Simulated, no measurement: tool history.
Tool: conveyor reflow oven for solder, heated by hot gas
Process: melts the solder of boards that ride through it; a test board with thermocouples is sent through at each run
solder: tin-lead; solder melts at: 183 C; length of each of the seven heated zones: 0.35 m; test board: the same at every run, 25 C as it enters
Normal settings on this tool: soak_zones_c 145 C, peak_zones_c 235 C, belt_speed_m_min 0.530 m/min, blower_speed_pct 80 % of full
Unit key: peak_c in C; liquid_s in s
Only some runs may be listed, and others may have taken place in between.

run,hour,soak_zones_c,peak_zones_c,belt_speed_m_min,blower_speed_pct,peak_c,liquid_s
1,0.0,145,235,0.530,80,220.8,65.7
2,33.2,145,235,0.530,80,220.3,65.9
3,67.3,145,235,0.530,80,221.8,65.7
4,84.2,145,235,0.516,80,222.4,68.1
5,107.1,145,235,0.530,80,222.1,65.0
6,143.2,145,235,0.530,80,221.5,65.5
# hour 152.7: flux residue cleaned out of gas plates and filters
7,167.8,145,235,0.530,80,221.9,66.0
8,185.6,145,231,0.530,80,217.8,63.2
9,203.6,145,231,0.530,80,217.4,63.8
10,221.8,145,235,0.530,80,221.2,65.8
11,257.9,145,244,0.530,80,229.5,70.1
12,275.7,145,244,0.530,80,229.5,70.3
13,298.8,145,244,0.530,80,229.6,70.4
14,320.8,145,235,0.530,80,221.1,65.9
15,336.5,145,235,0.530,80,220.7,65.8
16,355.5,145,235,0.530,80,220.8,65.8
17,383.5,152,235,0.530,80,221.6,68.8
18,414.9,145,235,0.529,80,220.9,65.0
19,450.9,145,235,0.537,80,220.2,63.9
# hour 467.0: flux residue cleaned out of gas plates and filters
20,472.9,146,235,0.453,80,225.1,80.6
21,496.7,146,235,0.453,80,225.5,80.7
22,518.1,145,235,0.453,57,218.9,74.8
23,540.2,131,247,0.530,80,229.2,65.6
24,571.3,150,225,0.530,84,214.0,62.7
25,604.5,150,225,0.530,84,213.2,62.7
26,626.9,152,228,0.471,54,211.9,67.8
27,657.1,145,249,0.459,64,233.0,84.2
28,689.3,145,243,0.530,80,228.0,69.7
29,716.2,145,235,0.530,80,220.4,65.1
30,750.2,145,232,0.530,80,217.5,63.1
# hour 779.4: flux residue cleaned out of gas plates and filters
31,786.7,145,246,0.442,71,233.7,87.9
32,808.4,145,246,0.442,71,233.6,87.6

Here are 3 independent what-if runs from the current tool condition. What would each one return?
A,839.0,145,235,0.515,77,?,?
B,839.0,145,235,0.530,58,?,?
C,839.0,138,235,0.530,80,?,?

run,peak_c,liquid_s
A,221.3,67.8
B,214.2,58.8
C,219.1,62.6
Without the tool's hidden state the same runs would have given:
run,peak_c,liquid_s
A,222.6,68.2
B,215.4,59.4
C,220.4,63.1
